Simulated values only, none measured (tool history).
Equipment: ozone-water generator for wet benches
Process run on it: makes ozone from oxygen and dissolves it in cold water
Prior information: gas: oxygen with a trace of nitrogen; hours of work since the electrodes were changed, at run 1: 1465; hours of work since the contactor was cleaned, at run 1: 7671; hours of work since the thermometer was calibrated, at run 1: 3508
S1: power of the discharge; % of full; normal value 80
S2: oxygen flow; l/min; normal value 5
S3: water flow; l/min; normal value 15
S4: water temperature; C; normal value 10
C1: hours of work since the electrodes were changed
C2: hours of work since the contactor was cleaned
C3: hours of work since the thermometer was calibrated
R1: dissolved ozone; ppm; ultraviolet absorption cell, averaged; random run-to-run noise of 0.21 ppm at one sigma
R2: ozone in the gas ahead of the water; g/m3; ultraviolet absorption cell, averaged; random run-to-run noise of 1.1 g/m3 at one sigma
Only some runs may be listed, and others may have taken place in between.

run    hour  S1    S2  S3  S4    C1    C2    C3    R1     R2
  1       0  80     5  15  10  1465  7671  3508  30.3  195.9
       67.4  -- contactor cleaned
  2    99.4  80     5  11  10  1549    28  3591  38.4  196.5
  3   304.2  80     5  15  10  1728   207  3770  30.6  197.3
  4   460.7  80     5  15  10  1864   343  3907  30.6  196.6
  5   603.7  80     5  15  10  1989   468  4032  30.3  197.1
  6   800.2  49     5  15  10  2161   640  4203  23.8  155.5
  7   967.7  59     5  15  10  2307   786  4350  26.4  169.6
  8  1137.9  80     5  15  10  2456   935  4498  30.2  197.3
  9  1276.3  80     5  15  10  2577  1056  4619  30.1  198.1
 10    1438  80     5  10  10  2718  1197  4760  40.8  197.8
 11  1573.6  80     5  15  10  2836  1316  4879  30.7  198.6
 12  1684.8  80     5  15  10  2934  1413  4976  30.9  197.8
 13  1881.9  80     5  15  10  3106  1585  5148  30.3  200.8
 14  2027.5  80     5  15  10  3233  1712  5275  30.4  198.7
 15  2150.7  80     5  15  10  3341  1820  5383  30.4  197.8
 16  2270.2  80     5  15  10  3445  1924  5487  30.2  198.1
 17  2455.1  80  3.02  15  10  3606  2086  5649  27.9  247.3
 18  2579.1  80  3.02  15  10  3715  2194  5757  27.6  250.1
       2729  -- water thermometer calibrated
 19  2735.2  49  2.84  24  18  3851  2330     5  12.2  198.6
 20    2880  80     5  13  10  3977  2456   132  34.2  202.5
 21  3030.5  80     5  15  12  4109  2588   263  29.6  200.1
 22  3168.2  80     5  17  10  4229  2708   384    27  200.6
 23  3328.8  80     5  17  10  4369  2848   524  27.4  199.4
 24  3418.8  80     5  17  10  4448  2927   603  27.6  201.7
 25  3610.9  52     5  13  10  4616  3095   770  27.3  161.2
 26  3778.3  81     5  13  14  4762  3241   917  31.9  202.1
 27    3988  82  2.67  15  12  4945  3424  1100  26.5  269.6
 28  4174.5  80     5  19  10  5108  3587  1263  24.5  200.9
 29  4263.8  66   3.1  15  10  5186  3665  1341  25.3  224.3
 30  4450.9  59  6.06  21   6  5349  3828  1504  21.1  157.5
 31  4644.7  63  5.72  15  10  5519  3998  1673  27.3  169.7
 32  4815.3  54  8.98  12  10  5668  4147  1822  29.5  127.9

How would selected steps in R2 from run to run divide? Give the signed amount a tool lacking its hidden state would still show from settings, what came in and random variation, and the signed amount left for the hidden state, including any gauge scatter that is not in both of the compared results.
The tool's hidden condition here consists of: yield of the discharge, % of new electrodes'; contactor's efficiency, % of a clean one's; true water temperature over the reading, C; drift of the gauge itself on ozone_ppm, %; drift of the gauge itself on gas_g_m3, %.
Run 26 -> 27: S1 81 -> 82, S2 5 -> 2.67, S3 13 -> 15, S4 14 -> 12. R2 +67.5 g/m3: hidden state +1.6, all else +65.9.
Run 27 -> 28: S1 82 -> 80, S2 2.67 -> 5, S3 15 -> 19, S4 12 -> 10. R2 -68.7 g/m3: hidden state -1.3, all else -67.4.
Run 29 -> 30: S1 66 -> 59, S2 3.1 -> 6.06, S3 15 -> 21, S4 10 -> 6. R2 -66.8 g/m3: hidden state -1.4, all else -65.4.
